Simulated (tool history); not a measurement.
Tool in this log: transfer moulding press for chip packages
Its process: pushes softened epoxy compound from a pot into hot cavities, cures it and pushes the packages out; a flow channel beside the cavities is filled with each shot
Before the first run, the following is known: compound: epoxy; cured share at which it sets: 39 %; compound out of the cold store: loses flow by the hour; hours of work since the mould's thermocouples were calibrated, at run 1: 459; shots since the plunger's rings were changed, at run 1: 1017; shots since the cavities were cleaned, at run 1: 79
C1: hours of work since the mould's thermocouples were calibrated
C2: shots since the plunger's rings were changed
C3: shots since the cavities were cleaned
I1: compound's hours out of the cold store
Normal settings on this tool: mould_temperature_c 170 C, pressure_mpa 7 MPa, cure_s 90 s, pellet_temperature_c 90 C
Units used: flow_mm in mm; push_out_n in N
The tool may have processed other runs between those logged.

{"run": 1, "day": 0.0, "mould_temperature_c": 170, "pressure_mpa": 7, "cure_s": 90, "pellet_temperature_c": 90, "C1": 459, "C2": 1017, "C3": 79, "I1": 12.6, "flow_mm": 985, "push_out_n": 510}
{"day": 1.404, "done": "cavities cleaned with cleaning compound and waxed"}
{"run": 2, "day": 2.071, "mould_temperature_c": 170, "pressure_mpa": 7, "cure_s": 90, "pellet_temperature_c": 90, "C1": 496, "C2": 1752, "C3": 244, "I1": 43.6, "flow_mm": 839, "push_out_n": 502}
{"day": 2.996, "done": "cavities cleaned with cleaning compound and waxed"}
{"day": 4.55, "done": "cavities cleaned with cleaning compound and waxed"}
{"run": 3, "day": 4.708, "mould_temperature_c": 166, "pressure_mpa": 7, "cure_s": 90, "pellet_temperature_c": 90, "C1": 543, "C2": 2671, "C3": 58, "I1": 45.8, "flow_mm": 838, "push_out_n": 562}
{"day": 6.233, "done": "cavities cleaned with cleaning compound and waxed"}
{"day": 7.875, "done": "cavities cleaned with cleaning compound and waxed"}
{"run": 4, "day": 7.938, "mould_temperature_c": 166, "pressure_mpa": 7, "cure_s": 90, "pellet_temperature_c": 90, "C1": 600, "C2": 3808, "C3": 24, "I1": 13.9, "flow_mm": 940, "push_out_n": 590}
{"day": 9.392, "done": "plunger's sealing rings changed"}
{"day": 9.646, "done": "cavities cleaned with cleaning compound and waxed"}
{"run": 5, "day": 9.725, "mould_temperature_c": 166, "pressure_mpa": 7, "cure_s": 90, "pellet_temperature_c": 90, "C1": 630, "C2": 99, "C3": 29, "I1": 37.6, "flow_mm": 918, "push_out_n": 586}
{"day": 11.325, "done": "cavities cleaned with cleaning compound and waxed"}
{"day": 11.733, "done": "mould's thermocouples calibrated"}
{"run": 6, "day": 11.779, "mould_temperature_c": 171, "pressure_mpa": 7, "cure_s": 90, "pellet_temperature_c": 90, "C1": 1, "C2": 797, "C3": 135, "I1": 18.1, "flow_mm": 964, "push_out_n": 504}
{"day": 13.133, "done": "cavities cleaned with cleaning compound and waxed"}
{"day": 14.821, "done": "cavities cleaned with cleaning compound and waxed"}
{"run": 7, "day": 15.025, "mould_temperature_c": 170, "pressure_mpa": 7, "cure_s": 90, "pellet_temperature_c": 90, "C1": 59, "C2": 1940, "C3": 75, "I1": 23.3, "flow_mm": 914, "push_out_n": 500}
{"day": 16.629, "done": "cavities cleaned with cleaning compound and waxed"}
{"run": 8, "day": 17.4, "mould_temperature_c": 170, "pressure_mpa": 7, "cure_s": 90, "pellet_temperature_c": 90, "C1": 102, "C2": 2786, "C3": 282, "I1": 21.7, "flow_mm": 912, "push_out_n": 634}
{"day": 18.158, "done": "cavities cleaned with cleaning compound and waxed"}
{"day": 19.771, "done": "cavities cleaned with cleaning compound and waxed"}
{"run": 9, "day": 20.762, "mould_temperature_c": 170, "pressure_mpa": 8.12, "cure_s": 90, "pellet_temperature_c": 90, "C1": 162, "C2": 3971, "C3": 363, "I1": 27.2, "flow_mm": 938, "push_out_n": 637}
{"day": 21.442, "done": "cavities cleaned with cleaning compound and waxed"}
{"day": 21.792, "done": "plunger's sealing rings changed"}
{"day": 23.196, "done": "cavities cleaned with cleaning compound and waxed"}
{"run": 10, "day": 23.483, "mould_temperature_c": 170, "pressure_mpa": 8.12, "cure_s": 90, "pellet_temperature_c": 90, "C1": 208, "C2": 596, "C3": 104, "I1": 44.1, "flow_mm": 916, "push_out_n": 497}
{"day": 24.729, "done": "cavities cleaned with cleaning compound and waxed"}
{"day": 26.254, "done": "cavities cleaned with cleaning compound and waxed"}
{"run": 11, "day": 26.688, "mould_temperature_c": 170, "pressure_mpa": 7, "cure_s": 90, "pellet_temperature_c": 93, "C1": 265, "C2": 1724, "C3": 158, "I1": 16.8, "flow_mm": 947, "push_out_n": 552}
{"day": 27.783, "done": "cavities cleaned with cleaning compound and waxed"}
{"run": 12, "day": 28.846, "mould_temperature_c": 170, "pressure_mpa": 7, "cure_s": 90, "pellet_temperature_c": 93, "C1": 304, "C2": 2491, "C3": 389, "I1": 26.2, "flow_mm": 894, "push_out_n": 603}
{"day": 29.404, "done": "cavities cleaned with cleaning compound and waxed"}
{"day": 31.017, "done": "cavities cleaned with cleaning compound and waxed"}
{"run": 13, "day": 31.188, "mould_temperature_c": 170, "pressure_mpa": 7, "cure_s": 123, "pellet_temperature_c": 98, "C1": 345, "C2": 3302, "C3": 62, "I1": 40.3, "flow_mm": 830, "push_out_n": 358}
{"day": 32.688, "done": "cavities cleaned with cleaning compound and waxed"}
{"day": 33.958, "done": "plunger's sealing rings changed"}
{"day": 34.438, "done": "cavities cleaned with cleaning compound and waxed"}
{"run": 14, "day": 34.633, "mould_temperature_c": 163, "pressure_mpa": 7.45, "cure_s": 120, "pellet_temperature_c": 86, "C1": 405, "C2": 223, "C3": 72, "I1": 36.4, "flow_mm": 974, "push_out_n": 461}
{"day": 36.233, "done": "cavities cleaned with cleaning compound and waxed"}
{"run": 15, "day": 36.5, "mould_temperature_c": 176, "pressure_mpa": 7, "cure_s": 71, "pellet_temperature_c": 91, "C1": 438, "C2": 884, "C3": 98, "I1": 8.4, "flow_mm": 956, "push_out_n": 531}
{"day": 37.925, "done": "cavities cleaned with cleaning compound and waxed"}
{"day": 39.454, "done": "cavities cleaned with cleaning compound and waxed"}
{"run": 16, "day": 39.746, "mould_temperature_c": 176, "pressure_mpa": 7, "cure_s": 85, "pellet_temperature_c": 83, "C1": 496, "C2": 2025, "C3": 106, "I1": 19.8, "flow_mm": 902, "push_out_n": 404}
{"day": 41.117, "done": "cavities cleaned with cleaning compound and waxed"}
{"run": 17, "day": 42.412, "mould_temperature_c": 165, "pressure_mpa": 7, "cure_s": 90, "pellet_temperature_c": 96, "C1": 544, "C2": 2979, "C3": 474, "I1": 28.1, "flow_mm": 912, "push_out_n": 881}
{"day": 42.7, "done": "cavities cleaned with cleaning compound and waxed"}
{"run": 18, "day": 44.008, "mould_temperature_c": 170, "pressure_mpa": 7, "cure_s": 90, "pellet_temperature_c": 100, "C1": 573, "C2": 3540, "C3": 479, "I1": 22.8, "flow_mm": 887, "push_out_n": 617}
{"day": 44.225, "done": "cavities cleaned with cleaning compound and waxed"}
{"day": 45.9, "done": "cavities cleaned with cleaning compound and waxed"}
{"run": 19, "day": 45.988, "mould_temperature_c": 163, "pressure_mpa": 6.24, "cure_s": 72, "pellet_temperature_c": 100, "C1": 607, "C2": 4218, "C3": 32, "I1": 32.6, "flow_mm": 829, "push_out_n": 1083}
{"day": 46.325, "done": "plunger's sealing rings changed"}
{"day": 47.767, "done": "cavities cleaned with cleaning compound and waxed"}
{"run": 20, "day": 48.042, "mould_temperature_c": 163, "pressure_mpa": 5.58, "cure_s": 112, "pellet_temperature_c": 100, "C1": 642, "C2": 606, "C3": 102, "I1": 37.2, "flow_mm": 827, "push_out_n": 539}
{"day": 49.475, "done": "mould's thermocouples calibrated"}
{"day": 49.538, "done": "cavities cleaned with cleaning compound and waxed"}
{"run": 21, "day": 49.65, "mould_temperature_c": 177, "pressure_mpa": 6.22, "cure_s": 75, "pellet_temperature_c": 95, "C1": 2, "C2": 1140, "C3": 40, "I1": 19.3, "flow_mm": 860, "push_out_n": 426}
{"day": 51.338, "done": "cavities cleaned with cleaning compound and waxed"}
{"run": 22, "day": 51.925, "mould_temperature_c": 171, "pressure_mpa": 6.58, "cure_s": 83, "pellet_temperature_c": 94, "C1": 43, "C2": 1951, "C3": 216, "I1": 45.7, "flow_mm": 814, "push_out_n": 591}
{"day": 53.054, "done": "cavities cleaned with cleaning compound and waxed"}
{"run": 23, "day": 54.488, "mould_temperature_c": 171, "pressure_mpa": 6.58, "cure_s": 83, "pellet_temperature_c": 94, "C1": 89, "C2": 2864, "C3": 523, "I1": 17.1, "flow_mm": 900, "push_out_n": 760}
{"day": 54.762, "done": "cavities cleaned with cleaning compound and waxed"}
{"day": 56.362, "done": "cavities cleaned with cleaning compound and waxed"}
{"run": 24, "day": 56.95, "mould_temperature_c": 163, "pressure_mpa": 6.76, "cure_s": 90, "pellet_temperature_c": 90, "C1": 133, "C2": 3721, "C3": 215, "I1": 25, "flow_mm": 909, "push_out_n": 988}

Alternative continuations, all from the tool just after run 24; predict every row:
{"day": 58.008, "done": "cavities cleaned with cleaning compound and waxed"}
{"day": 58.738, "done": "plunger's sealing rings changed"}
{"run": "A", "day": 58.867, "mould_temperature_c": 166, "pressure_mpa": 7, "cure_s": 105, "pellet_temperature_c": 90, "C1": 165, "C2": 48, "C3": 276, "I1": 43.3, "flow_mm": "?", "push_out_n": "?"}
{"day": 58.008, "done": "cavities cleaned with cleaning compound and waxed"}
{"day": 58.738, "done": "plunger's sealing rings changed"}
{"run": "B", "day": 58.867, "mould_temperature_c": 163, "pressure_mpa": 6.57, "cure_s": 90, "pellet_temperature_c": 99, "C1": 165, "C2": 48, "C3": 276, "I1": 21.7, "flow_mm": "?", "push_out_n": "?"}
{"day": 58.008, "done": "cavities cleaned with cleaning compound and waxed"}
{"day": 58.738, "done": "plunger's sealing rings changed"}
{"run": "C", "day": 58.867, "mould_temperature_c": 163, "pressure_mpa": 5.69, "cure_s": 83, "pellet_temperature_c": 88, "C1": 165, "C2": 48, "C3": 276, "I1": 26.3, "flow_mm": "?", "push_out_n": "?"}
{"day": 58.008, "done": "cavities cleaned with cleaning compound and waxed"}
{"day": 58.738, "done": "plunger's sealing rings changed"}
{"run": "D", "day": 58.867, "mould_temperature_c": 174, "pressure_mpa": 5.93, "cure_s": 90, "pellet_temperature_c": 83, "C1": 165, "C2": 48, "C3": 276, "I1": 45.6, "flow_mm": "?", "push_out_n": "?"}
{"day": 58.008, "done": "cavities cleaned with cleaning compound and waxed"}
{"day": 58.738, "done": "plunger's sealing rings changed"}
{"run": "E", "day": 58.867, "mould_temperature_c": 168, "pressure_mpa": 7, "cure_s": 113, "pellet_temperature_c": 90, "C1": 165, "C2": 48, "C3": 276, "I1": 17.4, "flow_mm": "?", "push_out_n": "?"}

run=A flow_mm=888 push_out_n=569
run=B flow_mm=969 push_out_n=1028
run=C flow_mm=889 push_out_n=1197
run=D flow_mm=776 push_out_n=483
run=E flow_mm=990 push_out_n=493
Take away the tool's hidden state, keep each run's random variation, and the runs would have read:
run=A flow_mm=892 push_out_n=439
run=B flow_mm=973 push_out_n=798
run=C flow_mm=893 push_out_n=926
run=D flow_mm=779 push_out_n=368
run=E flow_mm=994 push_out_n=378
